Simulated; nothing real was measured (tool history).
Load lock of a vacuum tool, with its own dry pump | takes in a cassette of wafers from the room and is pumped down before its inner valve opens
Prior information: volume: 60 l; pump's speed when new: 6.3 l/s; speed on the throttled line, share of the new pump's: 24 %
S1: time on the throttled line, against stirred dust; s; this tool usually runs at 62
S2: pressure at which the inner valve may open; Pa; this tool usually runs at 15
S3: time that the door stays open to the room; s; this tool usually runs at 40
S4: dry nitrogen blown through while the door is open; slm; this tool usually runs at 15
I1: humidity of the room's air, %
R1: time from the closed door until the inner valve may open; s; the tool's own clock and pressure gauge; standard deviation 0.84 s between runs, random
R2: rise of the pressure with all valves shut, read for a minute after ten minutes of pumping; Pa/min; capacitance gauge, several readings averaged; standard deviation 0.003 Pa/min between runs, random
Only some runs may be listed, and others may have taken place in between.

run,hour,S1,S2,S3,S4,I1,R1,R2
1,0.0,62,15,40,15,42.8,133.7,0.349
2,318.0,38,15,40,15,47.9,115.1,0.380
3,704.9,62,15,97,15,46.8,134.0,0.417
4,1168.2,62,15,97,15,49.1,137.0,0.438
5,1682.3,62,25,40,15,46.1,132.1,0.454
6,2373.7,62,25,40,15,45.3,130.3,0.506
7,3085.9,62,15,38,15,41.2,137.5,0.556
8,3463.6,62,15,38,15,48.2,138.9,0.605
9,4049.3,62,15,66,18,46.0,138.1,0.652
# hour 4470.6: door's seal changed, seat wiped
10,4729.3,42,15,92,27,44.6,123.7,0.042
11,5082.0,97,15,48,15,42.3,166.0,0.036
12,5754.9,32,15,40,11,42.3,117.6,0.048
# hour 6307.6: dry pump taken out, an overhauled one fitted
13,6307.6,62,20,144,15,43.0,128.4,0.088
14,6673.7,62,23,40,5,45.1,128.9,0.078
15,7159.8,96,15,40,19,46.6,158.2,0.082
16,7790.8,41,30,183,8,44.5,110.5,0.145

Forecast each of these 5 alternatives for the next run:
A,8245.0,62,15,38,39,43.8,?,?
B,8245.0,45,30,183,12,41.4,?,?
C,8245.0,65,30,41,29,44.5,?,?
D,8245.0,36,30,183,8,46.5,?,?
E,8245.0,41,30,53,27,44.2,?,?

run,R1,R2
A,135.2,0.111
B,115.4,0.152
C,129.5,0.116
D,107.4,0.165
E,113.2,0.114
Had the tool no hidden state, the same runs would have come out as:
run,R1,R2
A,132.2,0.017
B,112.5,0.057
C,126.8,0.020
D,104.4,0.070
E,110.2,0.021
